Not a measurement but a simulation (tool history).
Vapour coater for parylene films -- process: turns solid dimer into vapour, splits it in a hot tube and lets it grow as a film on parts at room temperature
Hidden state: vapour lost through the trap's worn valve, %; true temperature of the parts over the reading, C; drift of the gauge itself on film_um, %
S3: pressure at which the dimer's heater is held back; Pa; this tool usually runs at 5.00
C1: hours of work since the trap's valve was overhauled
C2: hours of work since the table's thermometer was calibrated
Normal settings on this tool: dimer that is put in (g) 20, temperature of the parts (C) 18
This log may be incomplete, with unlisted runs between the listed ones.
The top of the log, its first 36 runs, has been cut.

run 37 day=19.258 | dimer_that_is_put_in_(g)=13 temperature_of_the_parts_(C)=18 S3=10.13 | C1=221 C2=473 | thickness_of_the_film_(µm)=4.43
run 38 day=19.700 | dimer_that_is_put_in_(g)=15 temperature_of_the_parts_(C)=10 S3=5.00 | C1=226 C2=479 | thickness_of_the_film_(µm)=8.25
-- day=20.029 trap's valve overhauled
run 39 day=20.375 | dimer_that_is_put_in_(g)=15 temperature_of_the_parts_(C)=10 S3=5.00 | C1=4 C2=486 | thickness_of_the_film_(µm)=8.22
run 40 day=21.025 | dimer_that_is_put_in_(g)=15 temperature_of_the_parts_(C)=10 S3=6.72 | C1=13 C2=494 | thickness_of_the_film_(µm)=7.74
run 41 day=21.396 | dimer_that_is_put_in_(g)=26 temperature_of_the_parts_(C)=18 S3=6.17 | C1=18 C2=499 | thickness_of_the_film_(µm)=9.81
run 42 day=22.096 | dimer_that_is_put_in_(g)=26 temperature_of_the_parts_(C)=18 S3=6.17 | C1=27 C2=508 | thickness_of_the_film_(µm)=9.88
run 43 day=22.617 | dimer_that_is_put_in_(g)=27 temperature_of_the_parts_(C)=15 S3=5.60 | C1=34 C2=515 | thickness_of_the_film_(µm)=11.75
run 44 day=23.046 | dimer_that_is_put_in_(g)=27 temperature_of_the_parts_(C)=15 S3=5.60 | C1=39 C2=520 | thickness_of_the_film_(µm)=11.80
run 45 day=23.679 | dimer_that_is_put_in_(g)=8 temperature_of_the_parts_(C)=10 S3=6.41 | C1=48 C2=529 | thickness_of_the_film_(µm)=4.18
run 46 day=24.079 | dimer_that_is_put_in_(g)=20 temperature_of_the_parts_(C)=15 S3=2.81 | C1=53 C2=534 | thickness_of_the_film_(µm)=10.16
run 47 day=24.562 | dimer_that_is_put_in_(g)=28 temperature_of_the_parts_(C)=15 S3=11.04 | C1=59 C2=540 | thickness_of_the_film_(µm)=10.53

Predict each of these 3 candidate next runs independently; none follows another, all start after run 47:
run A day=25.254 | dimer_that_is_put_in_(g)=18 temperature_of_the_parts_(C)=23 S3=9.74 | C1=68 C2=549 | thickness_of_the_film_(µm)=?
run B day=25.254 | dimer_that_is_put_in_(g)=20 temperature_of_the_parts_(C)=18 S3=2.36 | C1=68 C2=549 | thickness_of_the_film_(µm)=?
run C day=25.254 | dimer_that_is_put_in_(g)=12 temperature_of_the_parts_(C)=14 S3=2.58 | C1=68 C2=549 | thickness_of_the_film_(µm)=?

run=A thickness_of_the_film_(µm)=5.05
run=B thickness_of_the_film_(µm)=9.31
run=C thickness_of_the_film_(µm)=6.39
With the hidden condition removed and each run's random variation left untouched, the same runs would have given:
run=A thickness_of_the_film_(µm)=5.05
run=B thickness_of_the_film_(µm)=9.31
run=C thickness_of_the_film_(µm)=6.39

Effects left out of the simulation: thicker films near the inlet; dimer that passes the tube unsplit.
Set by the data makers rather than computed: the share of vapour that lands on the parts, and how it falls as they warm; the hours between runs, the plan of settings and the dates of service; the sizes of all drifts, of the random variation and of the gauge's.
